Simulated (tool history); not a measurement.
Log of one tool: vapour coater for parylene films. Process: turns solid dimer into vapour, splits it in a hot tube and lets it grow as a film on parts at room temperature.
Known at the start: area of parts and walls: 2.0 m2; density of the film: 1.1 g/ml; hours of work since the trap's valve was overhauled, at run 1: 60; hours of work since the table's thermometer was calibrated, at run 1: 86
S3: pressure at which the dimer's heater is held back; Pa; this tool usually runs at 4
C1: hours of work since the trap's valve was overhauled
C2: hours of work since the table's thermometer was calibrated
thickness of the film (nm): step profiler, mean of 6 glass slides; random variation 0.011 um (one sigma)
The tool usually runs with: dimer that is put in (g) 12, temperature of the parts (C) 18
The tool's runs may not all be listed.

Run 1, day 0: usual settings; C1 60; C2 86. Result: thickness of the film (nm) 3230.
Run 2, day 0.496: usual settings but temperature of the parts (C) 15; C1 67; C2 93. Result: thickness of the film (nm) 3660.
Run 3, day 0.933: usual settings but temperature of the parts (C) 15; C1 73; C2 99. Result: thickness of the film (nm) 3670.
Run 4, day 1.621: usual settings but temperature of the parts (C) 15; C1 83; C2 109. Result: thickness of the film (nm) 3630.
Run 5, day 2.133: usual settings but S3 9.14 Pa; C1 90; C2 116. Result: thickness of the film (nm) 2980.
Run 6, day 2.508: usual settings but S3 9.14 Pa; C1 95; C2 121. Result: thickness of the film (nm) 3000.
Run 7, day 3.221: usual settings but S3 9.14 Pa; C1 105; C2 131. Result: thickness of the film (nm) 2990.
Run 8, day 3.833: usual settings; C1 114; C2 139. Result: thickness of the film (nm) 3190.
Run 9, day 4.204: usual settings but temperature of the parts (C) 19; C1 119; C2 145. Result: thickness of the film (nm) 3040.
Run 10, day 4.875: usual settings but temperature of the parts (C) 19; C1 128; C2 154. Result: thickness of the film (nm) 3020.
Run 11, day 5.229: usual settings but dimer that is put in (g) 8; C1 133; C2 159. Result: thickness of the film (nm) 2110.
Run 12, day 5.858: usual settings but dimer that is put in (g) 19; C1 142; C2 168. Result: thickness of the film (nm) 5000.
Run 13, day 6.446: usual settings but dimer that is put in (g) 15; C1 150; C2 176. Result: thickness of the film (nm) 3950.
Run 14, day 6.917: usual settings but dimer that is put in (g) 15; C1 157; C2 183. Result: thickness of the film (nm) 3940.
Run 15, day 7.492: usual settings but dimer that is put in (g) 15; C1 165; C2 191. Result: thickness of the film (nm) 3940.
Run 16, day 8.088: usual settings; C1 173; C2 199. Result: thickness of the film (nm) 3130.
Run 17, day 8.675: usual settings but S3 11.95 Pa; C1 181; C2 207. Result: thickness of the film (nm) 2860.
Run 18, day 8.992: usual settings but S3 11.95 Pa; C1 186; C2 212. Result: thickness of the film (nm) 2870.
Run 19, day 9.658: usual settings but S3 11.95 Pa; C1 195; C2 221. Result: thickness of the film (nm) 2850.
Run 20, day 10.258: usual settings but S3 11.95 Pa; C1 204; C2 229. Result: thickness of the film (nm) 2850.
At day 10.492: trap's valve overhauled.
Run 21, day 11.038: usual settings but temperature of the parts (C) 12, S3 3.36 Pa; C1 8; C2 238. Result: thickness of the film (nm) 3960.
Run 22, day 11.338: usual settings but dimer that is put in (g) 10, temperature of the parts (C) 12, S3 8.11 Pa; C1 12; C2 242. Result: thickness of the film (nm) 3100.
Run 23, day 11.654: usual settings but dimer that is put in (g) 8, temperature of the parts (C) 27, S3 2.01 Pa; C1 16; C2 246. Result: thickness of the film (nm) 1450.
Run 24, day 12.321: usual settings but dimer that is put in (g) 8, temperature of the parts (C) 27, S3 2.01 Pa; C1 26; C2 256. Result: thickness of the film (nm) 1460.
At day 12.729: trap's valve overhauled, once more.
Run 25, day 12.879: usual settings but dimer that is put in (g) 9, temperature of the parts (C) 19, S3 2.01 Pa; C1 2; C2 261. Result: thickness of the film (nm) 2530.
Run 26, day 13.225: usual settings but dimer that is put in (g) 9, temperature of the parts (C) 19, S3 2.01 Pa; C1 7; C2 266. Result: thickness of the film (nm) 2520.
Run 27, day 13.612: usual settings but dimer that is put in (g) 9, temperature of the parts (C) 19, S3 2.01 Pa; C1 12; C2 271. Result: thickness of the film (nm) 2530.
Run 28, day 14.304: usual settings but dimer that is put in (g) 9, temperature of the parts (C) 14, S3 6.76 Pa; C1 22; C2 281. Result: thickness of the film (nm) 2820.
Run 29, day 14.721: usual settings but dimer that is put in (g) 14, temperature of the parts (C) 16, S3 2.59 Pa; C1 28; C2 287. Result: thickness of the film (nm) 4380.
Run 30, day 15.021: usual settings but dimer that is put in (g) 14, temperature of the parts (C) 16, S3 2.59 Pa; C1 32; C2 291. Result: thickness of the film (nm) 4340.
Run 31, day 15.604: usual settings but dimer that is put in (g) 19, temperature of the parts (C) 10, S3 3.24 Pa; C1 40; C2 299. Result: thickness of the film (nm) 7480.
Run 32, day 16.3: usual settings but dimer that is put in (g) 9, temperature of the parts (C) 28, S3 5.22 Pa; C1 50; C2 309. Result: thickness of the film (nm) 1580.
Run 33, day 16.75: usual settings but dimer that is put in (g) 13, temperature of the parts (C) 16, S3 3.33 Pa; C1 56; C2 315. Result: thickness of the film (nm) 3940.
Run 34, day 17.458: usual settings but dimer that is put in (g) 13, temperature of the parts (C) 16, S3 2 Pa; C1 66; C2 325. Result: thickness of the film (nm) 4090.
Run 35, day 17.812: usual settings but dimer that is put in (g) 19, temperature of the parts (C) 16, S3 4.32 Pa; C1 71; C2 330. Result: thickness of the film (nm) 5590.

Consider 3 possible next runs. They are alternatives, not a sequence: every one starts from the tool as it was left by run 35. What does each give?
Run A, day 18.125: usual settings but dimer that is put in (g) 18; C1 75; C2 334. Result: thickness of the film (nm) ?.
Run B, day 18.125: usual settings but dimer that is put in (g) 6, temperature of the parts (C) 27, S3 5.21 Pa; C1 75; C2 334. Result: thickness of the film (nm) ?.
Run C, day 18.125: usual settings but temperature of the parts (C) 13, S3 7.15 Pa; C1 75; C2 334. Result: thickness of the film (nm) ?.

run  thickness of the film (nm)
  A                        4870
  B                        1090
  C                        3840
With no hidden state in the tool, these same runs would have given:
run  thickness of the film (nm)
  A                        4960
  B                        1110
  C                        3910

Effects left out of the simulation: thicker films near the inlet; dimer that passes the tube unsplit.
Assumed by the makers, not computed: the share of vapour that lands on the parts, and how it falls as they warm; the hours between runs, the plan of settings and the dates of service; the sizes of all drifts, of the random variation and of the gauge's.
